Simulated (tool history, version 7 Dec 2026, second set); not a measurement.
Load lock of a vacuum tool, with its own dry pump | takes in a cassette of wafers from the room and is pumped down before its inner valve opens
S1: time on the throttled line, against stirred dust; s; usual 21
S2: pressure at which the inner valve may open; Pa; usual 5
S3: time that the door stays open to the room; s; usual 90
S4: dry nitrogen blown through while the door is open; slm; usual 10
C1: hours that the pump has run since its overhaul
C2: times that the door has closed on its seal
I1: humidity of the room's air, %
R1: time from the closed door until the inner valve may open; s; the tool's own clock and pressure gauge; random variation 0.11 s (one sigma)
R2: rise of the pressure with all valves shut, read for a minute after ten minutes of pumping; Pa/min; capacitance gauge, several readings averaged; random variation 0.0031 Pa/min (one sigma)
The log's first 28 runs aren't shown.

{"run": 29, "hour": 9421.0, "S1": 17, "S2": 5, "S3": 137, "S4": 13, "C1": 5877, "C2": 62385, "I1": 45.8, "R1": 28.3, "R2": 0.222}
{"run": 30, "hour": 9818.5, "S1": 20, "S2": 5, "S3": 117, "S4": 10, "C1": 6275, "C2": 63434, "I1": 46.3, "R1": 31, "R2": 0.225}
{"run": 31, "hour": 10032.5, "S1": 20, "S2": 9, "S3": 41, "S4": 26, "C1": 6489, "C2": 63999, "I1": 44.3, "R1": 30.1, "R2": 0.171}
{"run": 32, "hour": 10403.7, "S1": 11, "S2": 9, "S3": 136, "S4": 26, "C1": 6860, "C2": 64979, "I1": 43.8, "R1": 22.7, "R2": 0.21}
{"hour": 10578.8, "done": "door's seal changed, seat wiped"}
{"run": 33, "hour": 10795.5, "S1": 21, "S2": 5, "S3": 78, "S4": 10, "C1": 7250, "C2": 572, "I1": 44.1, "R1": 32, "R2": 0.064}
{"run": 34, "hour": 11276.0, "S1": 11, "S2": 10, "S3": 90, "S4": 10, "C1": 7731, "C2": 1840, "I1": 39.8, "R1": 22.3, "R2": 0.065}
{"run": 35, "hour": 11735.5, "S1": 32, "S2": 9, "S3": 177, "S4": 23, "C1": 8190, "C2": 3053, "I1": 47, "R1": 40.2, "R2": 0.072}
{"run": 36, "hour": 12150.3, "S1": 17, "S2": 7, "S3": 152, "S4": 18, "C1": 8605, "C2": 4147, "I1": 43.2, "R1": 28.1, "R2": 0.074}

3 ways to go on from here, each from the tool as it stands after run 36. What would each give?
{"run": "A", "hour": 12495.7, "S1": 17, "S2": 6, "S3": 86, "S4": 43, "C1": 8951, "C2": 5059, "I1": 44.9, "R1": "?", "R2": "?"}
{"run": "B", "hour": 12495.7, "S1": 11, "S2": 7, "S3": 152, "S4": 15, "C1": 8951, "C2": 5059, "I1": 45, "R1": "?", "R2": "?"}
{"run": "C", "hour": 12495.7, "S1": 20, "S2": 8, "S3": 152, "S4": 23, "C1": 8951, "C2": 5059, "I1": 45.2, "R1": "?", "R2": "?"}

run=A R1=28.5 R2=0.036
run=B R1=23.3 R2=0.082
run=C R1=30.4 R2=0.068
Without the tool's hidden state the same runs would have given:
run=A R1=27.6 R2=0.033
run=B R1=22.4 R2=0.079
run=C R1=29.7 R2=0.065
